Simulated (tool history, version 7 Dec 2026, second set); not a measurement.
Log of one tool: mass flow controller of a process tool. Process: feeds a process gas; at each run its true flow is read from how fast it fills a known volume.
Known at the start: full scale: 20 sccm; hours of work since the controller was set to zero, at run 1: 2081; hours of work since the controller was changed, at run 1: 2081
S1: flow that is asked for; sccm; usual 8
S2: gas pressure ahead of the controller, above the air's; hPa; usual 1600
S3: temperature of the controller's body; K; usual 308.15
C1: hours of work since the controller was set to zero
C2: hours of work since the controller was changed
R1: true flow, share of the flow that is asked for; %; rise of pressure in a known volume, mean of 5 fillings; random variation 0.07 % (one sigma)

run 1 hour=0.0 | S1=8 S2=1600 S3=308.15 | C1=2081 C2=2081 | R1=98.67
run 2 hour=39.1 | S1=8 S2=1410 S3=308.15 | C1=2106 C2=2106 | R1=98.77
run 3 hour=126.1 | S1=8 S2=1600 S3=308.15 | C1=2163 C2=2163 | R1=98.54
run 4 hour=210.4 | S1=8 S2=1600 S3=308.15 | C1=2217 C2=2217 | R1=98.56
run 5 hour=265.1 | S1=8 S2=1600 S3=308.15 | C1=2252 C2=2252 | R1=98.56
run 6 hour=320.8 | S1=8 S2=2190 S3=308.15 | C1=2288 C2=2288 | R1=98.38
run 7 hour=396.9 | S1=8 S2=2190 S3=308.15 | C1=2338 C2=2338 | R1=98.26
run 8 hour=444.0 | S1=8 S2=1600 S3=308.15 | C1=2368 C2=2368 | R1=98.34
run 9 hour=521.9 | S1=8 S2=1600 S3=308.15 | C1=2418 C2=2418 | R1=98.24
run 10 hour=573.2 | S1=8 S2=1600 S3=300.15 | C1=2451 C2=2451 | R1=98.04
run 11 hour=630.5 | S1=8 S2=1600 S3=308.15 | C1=2488 C2=2488 | R1=98.22
run 12 hour=674.0 | S1=8 S2=1600 S3=302.15 | C1=2517 C2=2517 | R1=98.08
run 13 hour=729.5 | S1=8 S2=1600 S3=302.15 | C1=2552 C2=2552 | R1=97.78
run 14 hour=794.0 | S1=8 S2=1600 S3=302.15 | C1=2594 C2=2594 | R1=98.03
run 15 hour=832.5 | S1=8 S2=1820 S3=308.15 | C1=2619 C2=2619 | R1=97.93
run 16 hour=901.2 | S1=8 S2=1820 S3=308.15 | C1=2663 C2=2663 | R1=97.93
run 17 hour=947.8 | S1=8 S2=1820 S3=308.15 | C1=2694 C2=2694 | R1=97.93
run 18 hour=1028.8 | S1=11 S2=1600 S3=308.15 | C1=2746 C2=2746 | R1=98.33
run 19 hour=1072.2 | S1=8 S2=1600 S3=308.15 | C1=2774 C2=2774 | R1=97.73
run 20 hour=1114.6 | S1=8 S2=1600 S3=308.15 | C1=2801 C2=2801 | R1=97.80
run 21 hour=1165.6 | S1=8 S2=1600 S3=308.15 | C1=2834 C2=2834 | R1=97.82
run 22 hour=1226.8 | S1=8 S2=1400 S3=308.15 | C1=2874 C2=2874 | R1=97.73
run 23 hour=1306.1 | S1=8 S2=1400 S3=308.15 | C1=2925 C2=2925 | R1=97.70
run 24 hour=1387.6 | S1=8 S2=1400 S3=308.15 | C1=2978 C2=2978 | R1=97.65
run 25 hour=1447.6 | S1=8 S2=1480 S3=301.15 | C1=3017 C2=3017 | R1=97.33
run 26 hour=1497.4 | S1=8 S2=1480 S3=301.15 | C1=3049 C2=3049 | R1=97.15
run 27 hour=1558.2 | S1=4 S2=2560 S3=301.15 | C1=3088 C2=3088 | R1=96.29
run 28 hour=1646.8 | S1=14 S2=1600 S3=308.15 | C1=3145 C2=3145 | R1=98.25
run 29 hour=1724.0 | S1=9 S2=2090 S3=311.15 | C1=3195 C2=3195 | R1=97.49
run 30 hour=1780.1 | S1=8 S2=1410 S3=310.15 | C1=3231 C2=3231 | R1=97.39
run 31 hour=1866.9 | S1=14 S2=1600 S3=308.15 | C1=3287 C2=3287 | R1=97.92
run 32 hour=1931.3 | S1=8 S2=2740 S3=308.15 | C1=3329 C2=3329 | R1=96.79
run 33 hour=1972.5 | S1=8 S2=2740 S3=311.15 | C1=3356 C2=3356 | R1=96.86
run 34 hour=2009.6 | S1=8 S2=2430 S3=311.15 | C1=3380 C2=3380 | R1=97.04
run 35 hour=2079.9 | S1=7 S2=2640 S3=311.15 | C1=3425 C2=3425 | R1=96.63
-- hour=2112.3 gauge calibrated
run 36 hour=2132.7 | S1=15 S2=1590 S3=297.15 | C1=3459 C2=3459 | R1=99.29
run 37 hour=2204.1 | S1=8 S2=1600 S3=308.15 | C1=3505 C2=3505 | R1=98.75
run 38 hour=2242.5 | S1=8 S2=1600 S3=308.15 | C1=3530 C2=3530 | R1=98.70
run 39 hour=2312.5 | S1=2 S2=1600 S3=308.15 | C1=3575 C2=3575 | R1=97.82
run 40 hour=2358.1 | S1=2 S2=1600 S3=308.15 | C1=3605 C2=3605 | R1=97.80
run 41 hour=2431.0 | S1=9 S2=1910 S3=302.15 | C1=3652 C2=3652 | R1=98.40
run 42 hour=2520.7 | S1=5 S2=2350 S3=296.15 | C1=3710 C2=3710 | R1=97.34
run 43 hour=2578.7 | S1=5 S2=2350 S3=308.15 | C1=3747 C2=3747 | R1=97.83
run 44 hour=2668.2 | S1=8 S2=1550 S3=296.15 | C1=3805 C2=3805 | R1=97.90
run 45 hour=2743.9 | S1=2 S2=2660 S3=294.15 | C1=3854 C2=3854 | R1=96.57
run 46 hour=2790.7 | S1=2 S2=2660 S3=294.15 | C1=3884 C2=3884 | R1=96.56
run 47 hour=2872.6 | S1=19 S2=2660 S3=305.15 | C1=3937 C2=3937 | R1=99.24
run 48 hour=2960.2 | S1=8 S2=1810 S3=308.15 | C1=3994 C2=3994 | R1=98.06

The same runs without the tool's hidden state, with the same run-to-run variation:
The hidden state here: flow at rest that the sensor doesn't see, % of full scale; true flow over the shown one, %; drift of the gauge itself on true_pct, %.
run=1 R1=98.66
run=2 R1=98.80
run=3 R1=98.64
run=4 R1=98.73
run=5 R1=98.78
run=6 R1=98.65
run=7 R1=98.60
run=8 R1=98.72
run=9 R1=98.68
run=10 R1=98.52
run=11 R1=98.75
run=12 R1=98.65
run=13 R1=98.40
run=14 R1=98.70
run=15 R1=98.63
run=16 R1=98.70
run=17 R1=98.73
run=18 R1=99.21
run=19 R1=98.64
run=20 R1=98.75
run=21 R1=98.81
run=22 R1=98.78
run=23 R1=98.81
run=24 R1=98.83
run=25 R1=98.56
run=26 R1=98.42
run=27 R1=97.59
run=28 R1=99.67
run=29 R1=98.96
run=30 R1=98.90
run=31 R1=99.53
run=32 R1=98.43
run=33 R1=98.54
run=34 R1=98.75
run=35 R1=98.39
run=36 R1=99.31
run=37 R1=98.82
run=38 R1=98.80
run=39 R1=97.94
run=40 R1=97.96
run=41 R1=98.67
run=42 R1=97.66
run=43 R1=98.20
run=44 R1=98.36
run=45 R1=97.05
run=46 R1=97.08
run=47 R1=99.89
run=48 R1=98.77
